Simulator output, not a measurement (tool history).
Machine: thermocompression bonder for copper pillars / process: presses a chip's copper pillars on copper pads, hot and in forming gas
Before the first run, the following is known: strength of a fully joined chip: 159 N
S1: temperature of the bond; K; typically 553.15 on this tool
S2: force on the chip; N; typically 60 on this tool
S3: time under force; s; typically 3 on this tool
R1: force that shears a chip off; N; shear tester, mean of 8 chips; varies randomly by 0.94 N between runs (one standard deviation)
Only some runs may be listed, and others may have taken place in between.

Run 1, hour 0.0: usual settings. Result: R1 111.7 N.
Run 2, hour 8.5: usual settings. Result: R1 111.8 N.
Run 3, hour 16.2: usual settings. Result: R1 111.5 N.
Run 4, hour 29.2: usual settings but S1 559.15 K. Result: R1 115.7 N.
Run 5, hour 36.2: usual settings but S1 559.15 K. Result: R1 117.4 N.
Run 6, hour 50.0: usual settings. Result: R1 113.2 N.
Run 7, hour 60.6: usual settings. Result: R1 111.3 N.
Run 8, hour 69.0: usual settings but S2 52 N. Result: R1 99.3 N.
Run 9, hour 78.2: usual settings but S2 52 N. Result: R1 100.1 N.
Run 10, hour 85.2: usual settings but S1 577.15 K. Result: R1 125.6 N.
Run 11, hour 92.0: usual settings but S1 577.15 K. Result: R1 123.0 N.
Run 12, hour 101.8: usual settings but S1 577.15 K. Result: R1 124.7 N.
Run 13, hour 110.5: usual settings but S1 577.15 K. Result: R1 123.8 N.
At hour 113.1: force cell calibrated.
Run 14, hour 120.2: usual settings but S1 577.15 K, S3 2 s. Result: R1 115.4 N.
Run 15, hour 131.7: usual settings but S1 555.15 K, S3 2 s. Result: R1 101.2 N.
Run 16, hour 143.6: usual settings but S1 555.15 K, S3 2 s. Result: R1 102.2 N.
Run 17, hour 152.7: usual settings but S1 555.15 K, S3 2 s. Result: R1 101.8 N.
Run 18, hour 165.7: usual settings. Result: R1 110.5 N.
Run 19, hour 172.4: usual settings but S1 560.15 K. Result: R1 116.3 N.
At hour 189.0: force cell calibrated, once more.
Run 20, hour 189.1: usual settings but S1 560.15 K. Result: R1 113.1 N.
Run 21, hour 197.4: usual settings but S1 560.15 K. Result: R1 112.5 N.
Run 22, hour 207.1: usual settings but S1 580.15 K, S3 6 s. Result: R1 137.3 N.
Run 23, hour 218.9: usual settings but S1 579.15 K, S2 82 N. Result: R1 140.6 N.
Run 24, hour 226.0: usual settings but S1 532.15 K, S3 7 s. Result: R1 115.3 N.
Run 25, hour 232.7: usual settings but S1 530.15 K, S2 39 N, S3 2 s. Result: R1 50.8 N.
Run 26, hour 242.7: usual settings but S1 534.15 K. Result: R1 94.6 N.
Run 27, hour 252.2: usual settings but S1 546.15 K, S2 66 N. Result: R1 110.9 N.
Run 28, hour 265.8: usual settings but S1 535.15 K, S2 39 N, S3 8 s. Result: R1 88.2 N.
Run 29, hour 274.2: usual settings but S1 552.15 K, S2 67 N, S3 2 s. Result: R1 105.3 N.
Run 30, hour 280.8: usual settings but S1 552.15 K, S2 67 N, S3 2 s. Result: R1 103.8 N.
Run 31, hour 295.0: usual settings but S1 561.15 K, S2 67 N, S3 2 s. Result: R1 111.9 N.
Run 32, hour 305.5: usual settings but S1 527.15 K, S2 82 N. Result: R1 113.3 N.
Run 33, hour 318.2: usual settings but S1 572.15 K, S2 86 N. Result: R1 137.0 N.
Run 34, hour 331.9: usual settings but S1 534.15 K, S2 38 N, S3 4 s. Result: R1 66.3 N.
Run 35, hour 340.2: usual settings but S2 48 N, S3 7 s. Result: R1 108.7 N.
Run 36, hour 351.5: usual settings but S1 524.15 K, S2 48 N, S3 5 s. Result: R1 82.9 N.
Run 37, hour 361.1: usual settings but S1 563.15 K, S2 37 N, S3 6 s. Result: R1 94.0 N.
Run 38, hour 376.4: usual settings but S1 563.15 K, S2 37 N, S3 6 s. Result: R1 93.5 N.
Run 39, hour 390.5: usual settings but S2 53 N. Result: R1 96.0 N.
Run 40, hour 401.5: usual settings but S1 531.15 K, S3 6 s. Result: R1 108.6 N.

Expected results for the next run?
Run 41, hour 415.7: usual settings but S1 572.15 K, S3 9 s. Result: R1 ?.

{"run 41": {"R1": 137.0}}
With the hidden condition absent and the run-to-run variation left alone, this run would have shown R1 151.7 N.
